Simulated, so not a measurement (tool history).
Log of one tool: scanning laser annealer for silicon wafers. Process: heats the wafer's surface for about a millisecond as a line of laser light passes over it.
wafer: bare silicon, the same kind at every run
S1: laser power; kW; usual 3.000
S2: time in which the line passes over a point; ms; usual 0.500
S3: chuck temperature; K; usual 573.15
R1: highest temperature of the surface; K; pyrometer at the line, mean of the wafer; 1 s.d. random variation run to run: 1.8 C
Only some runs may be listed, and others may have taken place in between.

{"run": 1, "hour": 0.0, "S1": 3.0, "S2": 0.5, "S3": 573.15, "R1": 1265.15}
{"run": 2, "hour": 9.2, "S1": 3.0, "S2": 0.416, "S3": 573.15, "R1": 1212.15}
{"run": 3, "hour": 17.0, "S1": 3.0, "S2": 0.5, "S3": 573.15, "R1": 1269.15}
{"run": 4, "hour": 27.1, "S1": 3.0, "S2": 0.5, "S3": 573.15, "R1": 1265.15}
{"run": 5, "hour": 40.9, "S1": 3.0, "S2": 0.5, "S3": 610.15, "R1": 1304.15}
{"run": 6, "hour": 55.5, "S1": 3.0, "S2": 0.5, "S3": 610.15, "R1": 1303.15}
{"run": 7, "hour": 64.5, "S1": 3.207, "S2": 0.411, "S3": 575.15, "R1": 1270.15}
{"run": 8, "hour": 73.4, "S1": 2.652, "S2": 0.511, "S3": 577.15, "R1": 1172.15}
{"run": 9, "hour": 91.1, "S1": 2.652, "S2": 0.511, "S3": 577.15, "R1": 1172.15}
{"run": 10, "hour": 102.9, "S1": 2.578, "S2": 0.45, "S3": 573.15, "R1": 1116.15}
{"run": 11, "hour": 121.9, "S1": 3.0, "S2": 0.5, "S3": 590.15, "R1": 1281.15}
{"run": 12, "hour": 136.2, "S1": 3.0, "S2": 0.5, "S3": 590.15, "R1": 1280.15}

3 ways to go on from here, each from the tool as it stands after run 12. What would each give?
{"run": "A", "hour": 154.4, "S1": 3.044, "S2": 0.5, "S3": 590.15, "R1": "?"}
{"run": "B", "hour": 154.4, "S1": 3.275, "S2": 0.5, "S3": 588.15, "R1": "?"}
{"run": "C", "hour": 154.4, "S1": 3.0, "S2": 0.583, "S3": 590.15, "R1": "?"}

run=A R1=1296.15
run=B R1=1363.15
run=C R1=1331.15
The same runs, with their run-to-run variation unchanged, on a tool lacking any hidden condition would have given:
run=A R1=1332.15
run=B R1=1403.15
run=C R1=1368.15

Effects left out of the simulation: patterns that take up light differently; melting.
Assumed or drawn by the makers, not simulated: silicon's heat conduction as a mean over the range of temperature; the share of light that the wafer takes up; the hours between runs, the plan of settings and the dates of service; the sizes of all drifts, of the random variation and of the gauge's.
